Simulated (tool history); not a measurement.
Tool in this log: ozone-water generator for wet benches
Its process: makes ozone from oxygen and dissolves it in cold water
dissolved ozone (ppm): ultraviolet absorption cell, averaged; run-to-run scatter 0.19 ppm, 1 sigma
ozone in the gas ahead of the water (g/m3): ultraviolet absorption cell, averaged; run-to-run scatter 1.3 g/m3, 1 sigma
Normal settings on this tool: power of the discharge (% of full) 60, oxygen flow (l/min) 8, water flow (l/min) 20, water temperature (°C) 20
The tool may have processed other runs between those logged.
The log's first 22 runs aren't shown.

run,day,power of the discharge (% of full),oxygen flow (l/min),water flow (l/min),water temperature (°C),hours of work since the electrodes were changed,hours of work since the contactor was cleaned,hours of work since the thermometer was calibrated,dissolved ozone (ppm),ozone in the gas ahead of the water (g/m3)
23,27.633,70,6.3,27,20,1482,1114,928,23.6,297
24,28.646,60,13.73,27,20,1498,1129,943,24.1,206
25,30.267,52,12.05,13,16,1523,1154,968,34.8,192.5
26,32.192,52,12.05,13,16,1553,1184,998,34.3,194.8
27,33.142,80,4.74,13,20,1568,1199,1013,43.3,363.7
28,34.896,60,7.39,20,20,1595,1226,1040,27.3,249.1
29,35.712,60,8,20,19,1608,1239,1053,28.2,242.8
30,37.033,60,8,20,19,1628,1259,1073,28.2,243.4
31,38.867,60,8,20,19,1657,1288,1102,27.9,242.8
32,40.046,41,8,20,14,1675,1306,1120,22.3,178.9

Each row is a separate what-if for the run after 32, all from the same tool condition, not one after another. Results?
A,41.012,60,4.17,25,20,1690,1321,1135,?,?
B,41.012,75,5.87,20,20,1690,1321,1135,?,?
C,41.012,60,8,20,19,1690,1321,1135,?,?
D,41.012,60,4.89,21,25,1690,1321,1135,?,?

run,dissolved ozone (ppm),ozone in the gas ahead of the water (g/m3)
A,19.6,294.5
B,31.4,322.7
C,28.1,244.9
D,22.1,279.8
With the hidden condition removed and each run's random variation left untouched, the same runs would have given:
run,dissolved ozone (ppm),ozone in the gas ahead of the water (g/m3)
A,19.7,294.7
B,31.4,322.9
C,28.1,245
D,22.2,279.9

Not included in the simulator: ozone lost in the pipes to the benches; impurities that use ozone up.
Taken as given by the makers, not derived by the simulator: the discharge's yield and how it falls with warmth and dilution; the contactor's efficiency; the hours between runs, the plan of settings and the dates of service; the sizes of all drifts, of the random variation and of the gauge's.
